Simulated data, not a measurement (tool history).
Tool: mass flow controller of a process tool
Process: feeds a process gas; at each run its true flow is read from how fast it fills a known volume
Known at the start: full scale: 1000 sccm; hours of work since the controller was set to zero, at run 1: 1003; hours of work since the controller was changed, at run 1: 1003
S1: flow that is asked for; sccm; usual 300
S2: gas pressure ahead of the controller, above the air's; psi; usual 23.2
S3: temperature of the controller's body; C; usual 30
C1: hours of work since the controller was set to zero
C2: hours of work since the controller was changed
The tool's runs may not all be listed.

{"run": 1, "day": 0.0, "S1": 300, "S2": 23.2, "S3": 30, "C1": 1003, "C2": 1003, "true flow (%)": 97.81}
{"run": 2, "day": 2.354, "S1": 300, "S2": 23.2, "S3": 30, "C1": 1023, "C2": 1023, "true flow (%)": 97.81}
{"run": 3, "day": 6.633, "S1": 300, "S2": 23.2, "S3": 30, "C1": 1058, "C2": 1058, "true flow (%)": 97.81}
{"run": 4, "day": 9.579, "S1": 300, "S2": 23.2, "S3": 30, "C1": 1082, "C2": 1082, "true flow (%)": 97.91}
{"run": 5, "day": 12.3, "S1": 300, "S2": 23.2, "S3": 30, "C1": 1105, "C2": 1105, "true flow (%)": 97.81}
{"run": 6, "day": 15.008, "S1": 300, "S2": 23.2, "S3": 30, "C1": 1127, "C2": 1127, "true flow (%)": 97.95}
{"run": 7, "day": 17.058, "S1": 300, "S2": 23.2, "S3": 30, "C1": 1144, "C2": 1144, "true flow (%)": 97.85}
{"run": 8, "day": 19.704, "S1": 300, "S2": 23.2, "S3": 30, "C1": 1166, "C2": 1166, "true flow (%)": 97.9}
{"run": 9, "day": 22.929, "S1": 300, "S2": 23.2, "S3": 30, "C1": 1193, "C2": 1193, "true flow (%)": 98.05}
{"run": 10, "day": 25.717, "S1": 300, "S2": 23.2, "S3": 30, "C1": 1216, "C2": 1216, "true flow (%)": 97.9}
{"run": 11, "day": 28.504, "S1": 300, "S2": 23.2, "S3": 30, "C1": 1239, "C2": 1239, "true flow (%)": 97.88}
{"run": 12, "day": 31.433, "S1": 300, "S2": 23.2, "S3": 22, "C1": 1263, "C2": 1263, "true flow (%)": 98.32}
{"run": 13, "day": 35.812, "S1": 300, "S2": 23.2, "S3": 22, "C1": 1300, "C2": 1300, "true flow (%)": 98.42}
{"run": 14, "day": 37.642, "S1": 121, "S2": 23.2, "S3": 30, "C1": 1315, "C2": 1315, "true flow (%)": 96.89}
{"run": 15, "day": 39.517, "S1": 121, "S2": 23.2, "S3": 30, "C1": 1330, "C2": 1330, "true flow (%)": 96.83}
{"run": 16, "day": 43.925, "S1": 121, "S2": 23.2, "S3": 30, "C1": 1367, "C2": 1367, "true flow (%)": 96.76}
{"run": 17, "day": 46.825, "S1": 121, "S2": 23.2, "S3": 30, "C1": 1391, "C2": 1391, "true flow (%)": 96.79}
{"run": 18, "day": 48.704, "S1": 300, "S2": 30.9, "S3": 30, "C1": 1407, "C2": 1407, "true flow (%)": 98.13}
{"run": 19, "day": 51.367, "S1": 300, "S2": 23.2, "S3": 30, "C1": 1429, "C2": 1429, "true flow (%)": 97.85}
{"run": 20, "day": 55.762, "S1": 300, "S2": 23.2, "S3": 30, "C1": 1465, "C2": 1465, "true flow (%)": 97.84}
{"run": 21, "day": 58.829, "S1": 300, "S2": 23.2, "S3": 21, "C1": 1491, "C2": 1491, "true flow (%)": 98.46}
{"run": 22, "day": 63.204, "S1": 300, "S2": 23.2, "S3": 30, "C1": 1527, "C2": 1527, "true flow (%)": 97.79}
{"run": 23, "day": 66.271, "S1": 440, "S2": 23.2, "S3": 30, "C1": 1552, "C2": 1552, "true flow (%)": 98.4}
{"run": 24, "day": 70.658, "S1": 440, "S2": 23.2, "S3": 30, "C1": 1589, "C2": 1589, "true flow (%)": 98.36}
{"run": 25, "day": 73.621, "S1": 440, "S2": 23.2, "S3": 30, "C1": 1613, "C2": 1613, "true flow (%)": 98.52}
{"run": 26, "day": 77.629, "S1": 162, "S2": 25.5, "S3": 21, "C1": 1646, "C2": 1646, "true flow (%)": 97.75}
{"run": 27, "day": 82.042, "S1": 493, "S2": 30.3, "S3": 30, "C1": 1683, "C2": 1683, "true flow (%)": 98.79}
{"run": 28, "day": 86.321, "S1": 493, "S2": 30.3, "S3": 30, "C1": 1718, "C2": 1718, "true flow (%)": 98.7}
{"run": 29, "day": 89.804, "S1": 173, "S2": 20.9, "S3": 22, "C1": 1747, "C2": 1747, "true flow (%)": 97.64}
{"run": 30, "day": 93.225, "S1": 399, "S2": 20.9, "S3": 30, "C1": 1776, "C2": 1776, "true flow (%)": 98.14}
{"run": 31, "day": 95.046, "S1": 399, "S2": 20.9, "S3": 31, "C1": 1791, "C2": 1791, "true flow (%)": 98.12}
{"run": 32, "day": 98.454, "S1": 712, "S2": 25.1, "S3": 35, "C1": 1819, "C2": 1819, "true flow (%)": 98.94}
{"run": 33, "day": 101.592, "S1": 332, "S2": 23.2, "S3": 38, "C1": 1845, "C2": 1845, "true flow (%)": 97.53}
{"run": 34, "day": 103.458, "S1": 130, "S2": 29.9, "S3": 28, "C1": 1860, "C2": 1860, "true flow (%)": 97.28}
{"run": 35, "day": 105.708, "S1": 130, "S2": 29.9, "S3": 28, "C1": 1879, "C2": 1879, "true flow (%)": 97.25}
{"run": 36, "day": 110.167, "S1": 123, "S2": 26.1, "S3": 34, "C1": 1916, "C2": 1916, "true flow (%)": 96.52}
{"run": 37, "day": 112.075, "S1": 971, "S2": 37.9, "S3": 26, "C1": 1932, "C2": 1932, "true flow (%)": 100.72}
{"run": 38, "day": 114.492, "S1": 971, "S2": 34.2, "S3": 22, "C1": 1952, "C2": 1952, "true flow (%)": 100.86}
{"run": 39, "day": 117.9, "S1": 971, "S2": 34.2, "S3": 22, "C1": 1980, "C2": 1980, "true flow (%)": 100.81}
{"run": 40, "day": 119.817, "S1": 213, "S2": 27.6, "S3": 22, "C1": 1996, "C2": 1996, "true flow (%)": 98.14}
{"run": 41, "day": 122.938, "S1": 213, "S2": 27.6, "S3": 22, "C1": 2022, "C2": 2022, "true flow (%)": 98.12}
{"run": 42, "day": 125.942, "S1": 213, "S2": 27.6, "S3": 22, "C1": 2047, "C2": 2047, "true flow (%)": 98.24}
{"run": 43, "day": 129.538, "S1": 300, "S2": 23.2, "S3": 27, "C1": 2076, "C2": 2076, "true flow (%)": 98.09}
{"run": 44, "day": 131.642, "S1": 522, "S2": 23.2, "S3": 24, "C1": 2094, "C2": 2094, "true flow (%)": 98.97}
{"run": 45, "day": 133.704, "S1": 204, "S2": 27.1, "S3": 30, "C1": 2111, "C2": 2111, "true flow (%)": 97.61}
{"run": 46, "day": 137.7, "S1": 300, "S2": 36.5, "S3": 30, "C1": 2144, "C2": 2144, "true flow (%)": 98.14}
{"run": 47, "day": 140.958, "S1": 300, "S2": 23.4, "S3": 23, "C1": 2171, "C2": 2171, "true flow (%)": 98.39}
{"run": 48, "day": 145.225, "S1": 300, "S2": 23.4, "S3": 23, "C1": 2206, "C2": 2206, "true flow (%)": 98.42}
{"run": 49, "day": 149.092, "S1": 300, "S2": 23.4, "S3": 23, "C1": 2239, "C2": 2239, "true flow (%)": 98.37}

Measured less the same run without the tool's hidden state. The same run-to-run variation is in both; the gauge's scatter may not be:
The hidden state here: flow at rest that the sensor doesn't see, % of full scale; true flow over the shown one, %; drift of the gauge itself on true_pct, %.
run=1 true_flow_(%)=+0.06
run=2 true_flow_(%)=+0.07
run=3 true_flow_(%)=+0.07
run=4 true_flow_(%)=+0.07
run=5 true_flow_(%)=+0.07
run=6 true_flow_(%)=+0.07
run=7 true_flow_(%)=+0.07
run=8 true_flow_(%)=+0.08
run=9 true_flow_(%)=+0.08
run=10 true_flow_(%)=+0.08
run=11 true_flow_(%)=+0.08
run=12 true_flow_(%)=+0.08
run=13 true_flow_(%)=+0.08
run=14 true_flow_(%)=-0.54
run=15 true_flow_(%)=-0.54
run=16 true_flow_(%)=-0.56
run=17 true_flow_(%)=-0.56
run=18 true_flow_(%)=+0.09
run=19 true_flow_(%)=+0.1
run=20 true_flow_(%)=+0.1
run=21 true_flow_(%)=+0.1
run=22 true_flow_(%)=+0.1
run=23 true_flow_(%)=+0.25
run=24 true_flow_(%)=+0.25
run=25 true_flow_(%)=+0.26
run=26 true_flow_(%)=-0.29
run=27 true_flow_(%)=+0.3
run=28 true_flow_(%)=+0.32
run=29 true_flow_(%)=-0.25
run=30 true_flow_(%)=+0.25
run=31 true_flow_(%)=+0.25
run=32 true_flow_(%)=+0.43
run=33 true_flow_(%)=+0.18
run=34 true_flow_(%)=-0.56
run=35 true_flow_(%)=-0.56
run=36 true_flow_(%)=-0.64
run=37 true_flow_(%)=+0.51
run=38 true_flow_(%)=+0.51
run=39 true_flow_(%)=+0.51
run=40 true_flow_(%)=-0.09
run=41 true_flow_(%)=-0.09
run=42 true_flow_(%)=-0.09
run=43 true_flow_(%)=+0.15
run=44 true_flow_(%)=+0.38
run=45 true_flow_(%)=-0.12
run=46 true_flow_(%)=+0.15
run=47 true_flow_(%)=+0.15
run=48 true_flow_(%)=+0.15
run=49 true_flow_(%)=+0.16

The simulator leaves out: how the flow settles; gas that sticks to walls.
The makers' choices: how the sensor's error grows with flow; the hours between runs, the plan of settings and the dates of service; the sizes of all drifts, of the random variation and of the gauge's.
